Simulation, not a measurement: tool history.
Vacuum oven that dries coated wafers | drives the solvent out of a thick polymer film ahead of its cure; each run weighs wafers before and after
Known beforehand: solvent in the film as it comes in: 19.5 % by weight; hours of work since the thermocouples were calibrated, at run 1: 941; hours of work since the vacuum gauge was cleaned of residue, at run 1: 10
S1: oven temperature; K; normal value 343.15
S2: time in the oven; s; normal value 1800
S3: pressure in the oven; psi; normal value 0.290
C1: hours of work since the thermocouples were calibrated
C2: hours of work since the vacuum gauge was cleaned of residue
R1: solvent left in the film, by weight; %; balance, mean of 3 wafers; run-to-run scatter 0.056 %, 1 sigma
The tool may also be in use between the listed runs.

run	hour	S1	S2	S3	C1	C2	R1
1	0.0	343.15	1800	0.290	941	10	2.63
2	11.4	343.15	1800	0.290	949	17	2.46
3	27.4	343.15	1800	0.290	960	28	2.49
4	36.1	343.15	1800	0.290	966	34	2.45
5	49.8	343.15	1800	0.290	975	44	2.57
6	57.3	343.15	1800	0.290	980	49	2.56
7	75.1	343.15	1800	0.290	993	61	2.59
8	93.1	343.15	1800	0.290	1005	74	2.47
9	110.4	343.15	1800	0.290	1017	86	2.42
10	120.2	343.15	1800	0.290	1024	93	2.47
11	128.5	343.15	1860	0.290	1030	98	2.40
12	146.3	343.15	1140	0.290	1042	111	4.81
13	156.4	343.15	1140	0.290	1049	118	4.80
14	169.2	343.15	1140	0.290	1058	126	4.77
15	185.7	343.15	1140	0.290	1069	138	4.68
16	203.9	343.15	1140	0.290	1082	150	4.75
17	220.8	343.15	1140	0.290	1093	162	4.68
18	237.2	335.15	1800	0.290	1105	173	5.86
19	245.5	335.15	1800	0.290	1110	179	5.95
20	260.1	335.15	1800	0.290	1121	189	5.79
21	276.3	354.15	1800	0.290	1132	200	0.39
22	291.1	354.15	1800	0.290	1142	211	0.32
23	300.3	354.15	1800	0.290	1148	217	0.41
24	315.4	354.15	1800	0.290	1159	227	0.43
25	330.0	334.15	2220	0.290	1169	237	5.17
# hour 337.5: oven's thermocouples calibrated
26	344.8	332.15	1020	0.442	5	246	10.41
27	353.0	347.15	1800	0.548	11	252	1.59
28	362.7	347.15	1800	0.548	17	259	1.63
29	372.7	335.15	1800	0.585	24	266	6.32
30	383.1	341.15	1800	0.278	31	273	3.36
31	397.8	341.15	1800	0.335	42	283	3.29
32	410.7	341.15	1800	0.335	51	292	3.38
33	428.0	341.15	1800	0.856	63	304	3.91
34	436.1	354.15	1860	0.215	68	309	0.27
35	453.7	334.15	1500	0.339	80	321	7.56
36	470.0	343.15	1080	1.076	91	333	5.93
37	485.8	345.15	1080	0.260	102	344	4.11
38	498.3	339.15	1800	0.290	111	352	4.08
39	511.1	339.15	1800	0.290	120	361	4.11
40	528.9	333.15	1800	0.745	132	373	7.41
41	538.5	333.15	1800	0.745	139	380	7.42
42	554.2	344.15	1080	0.400	150	391	4.73
43	564.3	336.15	960	0.970	157	398	9.53
44	575.6	336.15	960	0.482	164	406	9.17
45	588.9	336.15	960	0.482	174	415	9.16

Predict the results of run 46:
46	598.9	353.15	960	0.261	181	422	?

Run 46 yielded R1 1.87 %.
Without the tool's hidden state the same run would have given R1 1.87 %.

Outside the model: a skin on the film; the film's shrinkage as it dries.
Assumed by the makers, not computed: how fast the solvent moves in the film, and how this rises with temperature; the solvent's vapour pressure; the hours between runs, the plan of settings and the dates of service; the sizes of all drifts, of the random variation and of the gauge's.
